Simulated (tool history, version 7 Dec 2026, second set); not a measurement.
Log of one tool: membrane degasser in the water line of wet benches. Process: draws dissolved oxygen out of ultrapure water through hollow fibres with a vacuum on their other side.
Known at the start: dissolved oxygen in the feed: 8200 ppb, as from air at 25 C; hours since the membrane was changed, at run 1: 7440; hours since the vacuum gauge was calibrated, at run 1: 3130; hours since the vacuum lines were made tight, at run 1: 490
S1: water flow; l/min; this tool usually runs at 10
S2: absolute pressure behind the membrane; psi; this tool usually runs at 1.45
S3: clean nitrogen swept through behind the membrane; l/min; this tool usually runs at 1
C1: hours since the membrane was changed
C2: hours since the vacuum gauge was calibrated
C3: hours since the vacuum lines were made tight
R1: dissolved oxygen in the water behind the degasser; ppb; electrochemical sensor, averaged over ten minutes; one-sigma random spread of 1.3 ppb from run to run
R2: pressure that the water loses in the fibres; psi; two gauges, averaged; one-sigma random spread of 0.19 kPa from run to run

run	hour	S1	S2	S3	C1	C2	C3	R1	R2
1	0	10	1.45	1	7440	3130	490	160.3	5.548
2	282.1	10	1.45	1	7723	3412	772	161.6	5.551
3	446.1	10	1.36	1	7887	3576	936	146.1	5.617
4	704.2	10	1.45	1.06	8145	3834	1194	150.4	5.559
5	956.4	10	1.45	1.06	8397	4086	1446	150.6	5.556
6	1110.5	10	1.73	1.06	8551	4240	1600	193	5.629
7	1385.5	10	1.73	1.06	8826	4515	1875	193	5.591
8	1592.8	10	1.73	1.06	9033	4723	2083	191.6	5.583
9	1878	10	1.73	1.06	9318	5008	2368	193.4	5.606
10	2125.9	10	2.67	0.56	9566	5256	2616	585.7	5.617
# hour 2140.6: vacuum gauge calibrated
11	2338.9	10	2.67	0.56	9779	198	2828	576.5	5.616
12	2526.3	10	2.67	0.56	9966	386	3016	581.5	5.6
13	2829.5	10	2.67	0.56	10269	689	3319	573.1	5.642
14	3013.2	15	1.67	1.09	10453	873	3503	273.2	8.46
# hour 3097.9: vacuum gauge calibrated, once more
15	3244.5	14	1.45	1.11	10684	147	3733	208.3	7.944
16	3454.3	14	1.45	1.11	10894	356	3943	207.8	7.887
17	3599.7	10	1.45	0.92	11039	502	4089	177	5.606
18	3848.8	10	1.45	0.92	11288	751	4338	178.6	5.627

Predict each of these 4 candidate next runs independently; none follows another, all start after run 18:
A	4140.9	6	3.26	1	11580	1043	4630	?	?
B	4140.9	11	1.45	1	11580	1043	4630	?	?
C	4140.9	15	1.32	0.55	11580	1043	4630	?	?
D	4140.9	14	1.81	0.92	11580	1043	4630	?	?

run	R1	R2
A	285.3	3.385
B	180	6.213
C	350.4	8.479
D	327.6	7.887
Without the tool's unlogged condition, the same runs would have read:
run	R1	R2
A	275.4	3.291
B	175.9	6.042
C	344.9	8.245
D	321.5	7.668
